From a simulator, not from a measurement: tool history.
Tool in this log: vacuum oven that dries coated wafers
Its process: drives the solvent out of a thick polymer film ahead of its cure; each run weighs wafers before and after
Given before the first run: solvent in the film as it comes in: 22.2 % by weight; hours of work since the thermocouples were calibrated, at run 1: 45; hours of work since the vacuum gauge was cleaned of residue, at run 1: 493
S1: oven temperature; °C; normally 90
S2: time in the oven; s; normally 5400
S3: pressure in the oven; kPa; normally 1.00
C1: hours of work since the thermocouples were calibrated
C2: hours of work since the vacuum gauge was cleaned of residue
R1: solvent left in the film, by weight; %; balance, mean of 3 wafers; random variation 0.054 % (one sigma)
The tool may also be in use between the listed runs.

run	day	S1	S2	S3	C1	C2	R1
1	0.000	90	5400	1.00	45	493	2.10
2	0.988	90	5400	1.00	60	508	2.06
3	1.596	90	5400	1.00	69	518	2.22
4	2.600	90	5400	1.00	84	533	2.13
5	3.525	90	5160	1.00	98	547	2.19
6	4.008	90	5160	1.00	105	554	2.22
# day 4.150: oven's thermocouples calibrated
7	4.604	90	5940	1.00	7	562	1.94
8	5.433	90	5400	1.00	20	575	2.13
9	6.321	90	5400	3.31	33	588	5.30
10	7.192	90	5400	3.31	46	601	5.13
# day 7.429: oven's thermocouples calibrated, once more
11	7.696	88	4680	3.31	4	608	6.11
12	8.338	88	4680	3.31	14	617	6.20
13	8.962	88	4680	3.31	23	627	6.20
14	9.567	88	4680	3.31	32	636	6.14
15	10.508	88	4680	3.31	47	650	6.03
16	11.321	99	7440	0.72	59	663	0.82
17	12.254	81	9240	0.81	73	677	2.39
18	12.875	81	9240	0.81	83	686	2.45
19	13.362	100	4380	0.50	90	694	0.87

Alternative continuations, all from the tool just after run 19; predict every row:
A	13.950	104	4380	0.50	99	703	?
B	13.950	100	7080	3.14	99	703	?
C	13.950	87	7140	1.00	99	703	?
D	13.950	82	6300	0.68	99	703	?
E	13.950	100	4380	0.58	99	703	?

run	R1
A	0.73
B	3.15
C	2.20
D	2.92
E	0.88
Without the tool's unlogged condition, the same runs would have read:
run	R1
A	0.58
B	2.97
C	1.92
D	2.58
E	0.71
